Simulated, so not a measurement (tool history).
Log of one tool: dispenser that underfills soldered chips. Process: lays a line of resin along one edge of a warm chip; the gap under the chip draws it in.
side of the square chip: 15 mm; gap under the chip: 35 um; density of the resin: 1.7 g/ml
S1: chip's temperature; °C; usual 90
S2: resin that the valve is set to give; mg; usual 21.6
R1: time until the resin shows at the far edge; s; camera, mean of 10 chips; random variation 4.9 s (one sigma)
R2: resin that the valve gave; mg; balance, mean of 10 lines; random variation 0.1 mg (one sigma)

run    day  S1    S2      R1     R2
  1      0  90  21.6   527.6  20.92
     0.312  -- new syringe of resin
  2  0.333  90  21.6   509.7  20.85
  3  0.612  90  21.6   731.3  20.76
     0.658  -- new syringe of resin
  4  0.908  90  21.6   678.7  20.71
     1.021  -- new syringe of resin
  5  1.167  90  21.6   600.8  20.53
     1.375  -- new syringe of resin
  6    1.5  78  21.6  1100.9  20.43
     1.717  -- new syringe of resin
  7  1.729  78  21.6   944.9  20.29
  8  2.038  88  21.6   839.1  20.32
     2.075  -- new syringe of resin
  9  2.208  88  21.6   662.5  20.32
     2.421  -- new syringe of resin
 10  2.562  88  21.6   666.2  20.26
 11  2.725  90  21.6     736  20.21
     2.783  -- new syringe of resin
 12  3.062  90  26.2   707.9  24.55
     3.146  -- new syringe of resin
 13  3.379  90  21.6   692.7  19.97
     3.488  -- new syringe of resin
 14  3.675  81  21.6     989  19.98
     3.829  -- new syringe of resin
 15  3.892  81  21.6   884.5  19.77
     4.192  -- new syringe of resin
 16  4.267  90  21.6   573.8  19.73
     4.567  -- new syringe of resin
 17  4.646  90  21.6   559.8  19.51
     4.933  -- new syringe of resin
 18  4.975  85  25.3   675.7  22.97
       5.3  -- new syringe of resin
 19  5.329  81  22.9     805  20.72
 20  5.579  81  22.9  1101.7  20.47
     5.646  -- new syringe of resin
 21  5.883  81    26  1058.1  23.17
     6.012  -- new syringe of resin
 22  6.146  90  26.1     593  23.35
     6.346  -- dispensing valve cleaned and set on the balance
     6.404  -- new syringe of resin
 23  6.508  81  20.2   894.6  20.27
      6.75  -- new syringe of resin
 24  6.767  94  25.4   411.7  25.48
 25  7.033  77    22  1352.7  21.65
     7.112  -- new syringe of resin
 26  7.392  77    22    1402  21.98
     7.462  -- new syringe of resin
 27  7.746  77    22  1370.1  21.55
     7.829  -- new syringe of resin
 28  7.975  78  24.3  1125.1  23.81
     8.183  -- new syringe of resin
 29  8.271  78  24.3  1030.7  23.75
 30  8.438  98  19.9   493.4  19.44
      8.55  -- new syringe of resin
 31  8.696  86  20.5     750  19.85
     8.896  -- new syringe of resin
 32  8.938  86  20.5   664.6  19.81
     9.258  -- new syringe of resin
 33  9.275  78  21.1   958.6  20.33

Forecast each of these 4 alternatives for the next run:
     9.617  -- new syringe of resin
  A  9.638   84  26.5   ?   ?
     9.617  -- new syringe of resin
  B  9.638  101  19.1   ?   ?
     9.617  -- new syringe of resin
  C  9.638   86  20.9   ?   ?
     9.617  -- new syringe of resin
  D  9.638  103    22   ?   ?

run     R1     R2
  A  690.3  25.61
  B  318.7  18.36
  C  637.8  20.09
  D  280.6  21.14
Without the tool's hidden state the same runs would have given:
run     R1     R2
  A  649.3  26.64
  B  298.7   19.1
  C  597.6   20.9
  D  264.3  21.99
